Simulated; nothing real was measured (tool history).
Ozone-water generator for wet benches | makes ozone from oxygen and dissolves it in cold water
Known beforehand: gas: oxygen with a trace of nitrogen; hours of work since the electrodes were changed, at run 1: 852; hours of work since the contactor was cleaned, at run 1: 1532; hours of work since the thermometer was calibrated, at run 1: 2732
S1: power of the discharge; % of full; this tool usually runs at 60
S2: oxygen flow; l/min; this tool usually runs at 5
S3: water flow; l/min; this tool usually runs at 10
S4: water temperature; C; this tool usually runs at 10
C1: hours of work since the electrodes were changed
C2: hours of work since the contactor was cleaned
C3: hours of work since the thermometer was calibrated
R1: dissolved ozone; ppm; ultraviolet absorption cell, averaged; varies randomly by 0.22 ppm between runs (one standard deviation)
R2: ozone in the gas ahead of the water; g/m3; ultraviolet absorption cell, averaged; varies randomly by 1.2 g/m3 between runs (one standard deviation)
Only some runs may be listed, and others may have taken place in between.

{"run": 1, "hour": 0.0, "S1": 60, "S2": 5, "S3": 10, "S4": 10, "C1": 852, "C2": 1532, "C3": 2732, "R1": 32.4, "R2": 213.5}
{"run": 2, "hour": 32.1, "S1": 60, "S2": 5, "S3": 10, "S4": 10, "C1": 881, "C2": 1560, "C3": 2760, "R1": 32.3, "R2": 212.3}
{"run": 3, "hour": 45.8, "S1": 60, "S2": 5, "S3": 10, "S4": 11, "C1": 893, "C2": 1572, "C3": 2772, "R1": 31.4, "R2": 213.7}
{"run": 4, "hour": 63.1, "S1": 60, "S2": 5, "S3": 10, "S4": 10, "C1": 908, "C2": 1587, "C3": 2787, "R1": 32.3, "R2": 213.9}
{"run": 5, "hour": 91.1, "S1": 60, "S2": 5, "S3": 10, "S4": 10, "C1": 933, "C2": 1612, "C3": 2812, "R1": 32.4, "R2": 213}
{"run": 6, "hour": 104.8, "S1": 60, "S2": 5, "S3": 10, "S4": 10, "C1": 945, "C2": 1624, "C3": 2824, "R1": 32.4, "R2": 212.4}
{"run": 7, "hour": 127.6, "S1": 60, "S2": 5, "S3": 10, "S4": 10, "C1": 965, "C2": 1644, "C3": 2844, "R1": 32.6, "R2": 212.4}
{"run": 8, "hour": 151.3, "S1": 60, "S2": 5, "S3": 10, "S4": 10, "C1": 986, "C2": 1665, "C3": 2865, "R1": 32.3, "R2": 212.3}
{"run": 9, "hour": 169.7, "S1": 60, "S2": 5, "S3": 10, "S4": 10, "C1": 1002, "C2": 1681, "C3": 2881, "R1": 32.4, "R2": 215.1}
{"run": 10, "hour": 187.1, "S1": 60, "S2": 5, "S3": 10, "S4": 10, "C1": 1017, "C2": 1696, "C3": 2896, "R1": 32.1, "R2": 211.9}
{"run": 11, "hour": 212.6, "S1": 60, "S2": 5, "S3": 10, "S4": 10, "C1": 1040, "C2": 1719, "C3": 2919, "R1": 32.5, "R2": 211.9}
{"run": 12, "hour": 246.4, "S1": 60, "S2": 4.66, "S3": 10, "S4": 10, "C1": 1069, "C2": 1749, "C3": 2948, "R1": 32.3, "R2": 221.7}
{"run": 13, "hour": 264.3, "S1": 60, "S2": 4.66, "S3": 10, "S4": 10, "C1": 1085, "C2": 1764, "C3": 2964, "R1": 32.5, "R2": 220.7}
{"run": 14, "hour": 291.5, "S1": 60, "S2": 5, "S3": 10, "S4": 10, "C1": 1109, "C2": 1788, "C3": 2988, "R1": 32, "R2": 213.9}
{"run": 15, "hour": 321.6, "S1": 60, "S2": 4.68, "S3": 10, "S4": 10, "C1": 1135, "C2": 1815, "C3": 3015, "R1": 32.4, "R2": 220.2}
{"run": 16, "hour": 342.4, "S1": 60, "S2": 5, "S3": 10, "S4": 10, "C1": 1154, "C2": 1833, "C3": 3033, "R1": 32, "R2": 214.8}
{"run": 17, "hour": 360.3, "S1": 77, "S2": 2.91, "S3": 8, "S4": 12, "C1": 1170, "C2": 1849, "C3": 3049, "R1": 43.7, "R2": 332.2}
{"run": 18, "hour": 386.9, "S1": 40, "S2": 6.84, "S3": 8, "S4": 10, "C1": 1193, "C2": 1872, "C3": 3072, "R1": 27, "R2": 139.5}
{"run": 19, "hour": 417.0, "S1": 40, "S2": 8.8, "S3": 14, "S4": 10, "C1": 1219, "C2": 1899, "C3": 3099, "R1": 19.4, "R2": 122}
{"run": 20, "hour": 449.7, "S1": 40, "S2": 8.8, "S3": 14, "S4": 10, "C1": 1248, "C2": 1927, "C3": 3127, "R1": 19.3, "R2": 121.8}
{"run": 21, "hour": 482.9, "S1": 49, "S2": 6.04, "S3": 14, "S4": 16, "C1": 1277, "C2": 1957, "C3": 3157, "R1": 20.5, "R2": 169.9}
{"run": 22, "hour": 502.2, "S1": 49, "S2": 6.3, "S3": 14, "S4": 16, "C1": 1294, "C2": 1974, "C3": 3173, "R1": 20.3, "R2": 164}
{"run": 23, "hour": 518.7, "S1": 49, "S2": 6.3, "S3": 14, "S4": 16, "C1": 1309, "C2": 1988, "C3": 3188, "R1": 20.3, "R2": 166.3}
{"run": 24, "hour": 545.9, "S1": 88, "S2": 6.3, "S3": 10, "S4": 18, "C1": 1333, "C2": 2012, "C3": 3212, "R1": 34.1, "R2": 238}
{"run": 25, "hour": 560.4, "S1": 60, "S2": 3.53, "S3": 9, "S4": 6, "C1": 1346, "C2": 2025, "C3": 3225, "R1": 37.3, "R2": 257.2}
{"run": 26, "hour": 578.0, "S1": 60, "S2": 3.53, "S3": 9, "S4": 6, "C1": 1361, "C2": 2040, "C3": 3240, "R1": 36.8, "R2": 256.5}
{"run": 27, "hour": 603.2, "S1": 65, "S2": 5.63, "S3": 13, "S4": 8, "C1": 1383, "C2": 2063, "C3": 3262, "R1": 29.4, "R2": 210.4}
{"run": 28, "hour": 617.9, "S1": 65, "S2": 5.63, "S3": 13, "S4": 8, "C1": 1396, "C2": 2075, "C3": 3275, "R1": 29.4, "R2": 209.1}
{"run": 29, "hour": 650.9, "S1": 65, "S2": 5.63, "S3": 13, "S4": 8, "C1": 1425, "C2": 2104, "C3": 3304, "R1": 29.3, "R2": 210}
{"run": 30, "hour": 668.7, "S1": 65, "S2": 5.63, "S3": 13, "S4": 8, "C1": 1441, "C2": 2120, "C3": 3320, "R1": 29.3, "R2": 209.4}
{"run": 31, "hour": 689.9, "S1": 65, "S2": 3.38, "S3": 13, "S4": 8, "C1": 1460, "C2": 2139, "C3": 3339, "R1": 28.9, "R2": 277.4}
{"run": 32, "hour": 708.2, "S1": 65, "S2": 3.38, "S3": 13, "S4": 8, "C1": 1476, "C2": 2155, "C3": 3355, "R1": 29.1, "R2": 276.4}

Below are 3 alternative next runs, each starting from the tool's condition after run 32. Predict each:
{"run": "A", "hour": 740.5, "S1": 78, "S2": 3.38, "S3": 13, "S4": 16, "C1": 1504, "C2": 2183, "C3": 3383, "R1": "?", "R2": "?"}
{"run": "B", "hour": 740.5, "S1": 65, "S2": 3.61, "S3": 13, "S4": 8, "C1": 1504, "C2": 2183, "C3": 3383, "R1": "?", "R2": "?"}
{"run": "C", "hour": 740.5, "S1": 76, "S2": 5, "S3": 10, "S4": 10, "C1": 1504, "C2": 2183, "C3": 3383, "R1": "?", "R2": "?"}

run=A R1=29.2 R2=313
run=B R1=28.9 R2=267.9
run=C R1=37.1 R2=248.2
Without the tool's unlogged condition, the same runs would have read:
run=A R1=29.2 R2=313.1
run=B R1=28.9 R2=267.9
run=C R1=37.1 R2=248.2
